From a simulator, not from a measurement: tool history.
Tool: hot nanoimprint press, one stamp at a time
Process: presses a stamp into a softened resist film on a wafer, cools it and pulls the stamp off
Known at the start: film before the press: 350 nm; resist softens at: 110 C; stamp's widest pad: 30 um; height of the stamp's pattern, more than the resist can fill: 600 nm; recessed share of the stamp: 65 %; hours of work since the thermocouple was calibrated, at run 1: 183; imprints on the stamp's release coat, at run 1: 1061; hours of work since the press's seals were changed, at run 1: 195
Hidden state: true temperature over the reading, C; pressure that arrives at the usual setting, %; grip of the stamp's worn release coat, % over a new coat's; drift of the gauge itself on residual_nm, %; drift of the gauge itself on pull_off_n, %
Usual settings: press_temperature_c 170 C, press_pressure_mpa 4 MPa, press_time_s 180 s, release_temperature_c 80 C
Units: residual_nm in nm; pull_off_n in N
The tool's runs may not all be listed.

| run | hour | press_temperature_c | press_pressure_mpa | press_time_s | release_temperature_c | hours of work since the thermocouple was calibrated | imprints on the stamp's release coat | hours of work since the press's seals were changed | residual_nm | pull_off_n |
|---|---|---|---|---|---|---|---|---|---|---|
| 1 | 0 | 170 | 4 | 180 | 80 | 183 | 1061 | 195 | 157 | 199 |
|  | 18.3 | stamp cleaned and given a new release coat |
| 2 | 19.4 | 170 | 4 | 180 | 80 | 193 | 5 | 205 | 157 | 193 |
| 3 | 28 | 170 | 4 | 180 | 80 | 200 | 44 | 212 | 157.3 | 196 |
| 4 | 38.4 | 170 | 4 | 180 | 80 | 208 | 91 | 220 | 157.1 | 195 |
| 5 | 53.6 | 170 | 4 | 180 | 80 | 219 | 160 | 231 | 157.2 | 196 |
| 6 | 62.5 | 170 | 4 | 120 | 80 | 226 | 200 | 238 | 182.9 | 197 |
| 7 | 74.2 | 170 | 4 | 120 | 80 | 235 | 252 | 247 | 183.1 | 193 |
| 8 | 89.7 | 182 | 4 | 180 | 80 | 246 | 322 | 258 | 103.5 | 198 |
| 9 | 97.8 | 170 | 4 | 180 | 83 | 253 | 359 | 264 | 157.6 | 187 |
| 10 | 108.1 | 170 | 4 | 180 | 80 | 260 | 405 | 272 | 157.9 | 195 |
| 11 | 120.4 | 170 | 4 | 180 | 80 | 270 | 461 | 281 | 158.2 | 196 |
| 12 | 126.9 | 170 | 4 | 180 | 80 | 274 | 490 | 286 | 158.5 | 194 |
| 13 | 138.2 | 170 | 4 | 180 | 69 | 283 | 541 | 295 | 158.4 | 225 |
| 14 | 152.3 | 170 | 4 | 180 | 69 | 294 | 605 | 306 | 158.7 | 223 |
| 15 | 161.4 | 170 | 4 | 180 | 69 | 300 | 645 | 312 | 158.8 | 225 |
| 16 | 174.2 | 170 | 4 | 180 | 69 | 310 | 703 | 322 | 158.7 | 226 |
| 17 | 188.3 | 170 | 4 | 180 | 72 | 321 | 766 | 333 | 158.5 | 215 |
| 18 | 200.9 | 169 | 4.16 | 180 | 72 | 330 | 823 | 342 | 162.4 | 219 |
| 19 | 211.1 | 169 | 4.16 | 180 | 72 | 338 | 869 | 350 | 162.2 | 221 |
| 20 | 223.4 | 173 | 4.72 | 276 | 85 | 347 | 925 | 359 | 110.5 | 182 |
| 21 | 238.2 | 173 | 4.72 | 276 | 85 | 358 | 992 | 370 | 110.5 | 182 |
| 22 | 248.8 | 172 | 3.14 | 274 | 86 | 366 | 1039 | 378 | 139.9 | 178 |
| 23 | 261 | 170 | 5.73 | 235 | 70 | 375 | 1094 | 387 | 121.7 | 221 |
|  | 271.6 | stamp cleaned and given a new release coat |
| 24 | 275.8 | 170 | 3.28 | 180 | 80 | 382 | 19 | 394 | 174.3 | 193 |
|  | 287.2 | gauge calibrated |
| 25 | 290.4 | 170 | 3.28 | 180 | 80 | 393 | 85 | 405 | 170.7 | 195 |
| 26 | 302.7 | 170 | 2.65 | 242 | 86 | 402 | 140 | 414 | 167.5 | 182 |
| 27 | 309.7 | 170 | 2.65 | 242 | 86 | 408 | 172 | 420 | 168 | 182 |
| 28 | 319.6 | 170 | 2.65 | 242 | 86 | 415 | 216 | 427 | 167.9 | 180 |
| 29 | 329.4 | 170 | 2.65 | 242 | 86 | 422 | 261 | 434 | 167.7 | 181 |

5 ways to go on from here, each from the tool as it stands after run 29. What would each give?
| A | 343.9 | 170 | 4 | 266 | 80 | 433 | 326 | 445 | ? | ? |
| B | 343.9 | 170 | 5.91 | 317 | 74 | 433 | 326 | 445 | ? | ? |
| C | 343.9 | 181 | 2.65 | 222 | 86 | 433 | 326 | 445 | ? | ? |
| D | 343.9 | 169 | 2.65 | 349 | 84 | 433 | 326 | 445 | ? | ? |
| E | 343.9 | 163 | 4 | 356 | 74 | 433 | 326 | 445 | ? | ? |

| run | residual_nm | pull_off_n |
|---|---|---|
| A | 134.9 | 196 |
| B | 103.5 | 211 |
| C | 119.1 | 181 |
| D | 151.9 | 185 |
| E | 159.2 | 214 |
Without the tool's hidden state the same runs would have given:
| run | residual_nm | pull_off_n |
|---|---|---|
| A | 134.4 | 196 |
| B | 103.1 | 211 |
| C | 118.7 | 181 |
| D | 151.4 | 185 |
| E | 158.7 | 214 |

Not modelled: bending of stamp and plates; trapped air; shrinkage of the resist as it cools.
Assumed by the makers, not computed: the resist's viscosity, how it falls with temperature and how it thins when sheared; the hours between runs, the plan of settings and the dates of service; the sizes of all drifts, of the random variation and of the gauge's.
